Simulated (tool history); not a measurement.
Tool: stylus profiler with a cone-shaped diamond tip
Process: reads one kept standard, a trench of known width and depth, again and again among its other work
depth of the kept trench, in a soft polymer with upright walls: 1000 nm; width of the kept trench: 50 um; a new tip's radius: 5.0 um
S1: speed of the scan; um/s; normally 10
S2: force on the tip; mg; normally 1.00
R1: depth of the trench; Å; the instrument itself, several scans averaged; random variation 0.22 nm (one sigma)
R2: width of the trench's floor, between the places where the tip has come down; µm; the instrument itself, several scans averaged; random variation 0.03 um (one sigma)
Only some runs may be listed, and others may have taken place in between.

run,day,S1,S2,R1,R2
1,0.000,10,1.00,10047.5,42.83
2,1.342,10,1.00,10053.8,42.81
3,2.333,10,1.00,10049.8,42.77
4,3.804,10,1.54,10072.9,42.74
5,5.104,10,1.54,10067.3,42.66
6,6.404,10,1.54,10071.8,42.67
7,7.354,10,1.00,10047.9,42.71
8,8.354,10,1.00,10043.2,42.67
9,9.796,10,1.00,10045.4,42.58
10,10.862,10,1.00,10041.2,42.53
11,11.554,10,1.00,10043.7,42.55
12,12.279,10,2.99,10117.5,42.59
13,13.479,13,2.99,10117.9,42.47
14,14.642,13,2.99,10122.8,42.46
15,15.758,4,0.98,10040.7,42.45
16,16.633,2,1.49,10061.9,42.45
17,17.300,2,1.49,10062.2,42.46
18,18.379,2,1.49,10063.0,42.43
19,19.096,2,1.49,10059.7,42.39
20,20.288,24,2.97,10113.8,42.39
21,21.046,24,2.97,10115.7,42.28
22,22.242,2,2.64,10099.6,42.36

Some steps in R1 between neighbouring runs. How much of each would the tool show without its hidden state too (settings, what came in, random variation), and how much is left for the hidden state, with any gauge scatter that isn't in both results?
Unlogged tool condition in this case: radius of the tip, um; height scale over the true one, %; drift of the gauge itself on depth_nm, %; drift of the gauge itself on floor_um, %.
Run 3 -> 4: S2 1.00 -> 1.54. R1 +23.1 Å: hidden state -0.7, all else +23.8.
Run 11 -> 12: S2 1.00 -> 2.99. R1 +73.8 Å: hidden state -0.4, all else +74.2.
Run 14 -> 15: S1 13 -> 4, S2 2.99 -> 0.98. R1 -82.1 Å: hidden state -0.2, all else -81.9.
Run 19 -> 20: S1 2 -> 24, S2 1.49 -> 2.97. R1 +54.1 Å: hidden state -0.7, all else +54.8.

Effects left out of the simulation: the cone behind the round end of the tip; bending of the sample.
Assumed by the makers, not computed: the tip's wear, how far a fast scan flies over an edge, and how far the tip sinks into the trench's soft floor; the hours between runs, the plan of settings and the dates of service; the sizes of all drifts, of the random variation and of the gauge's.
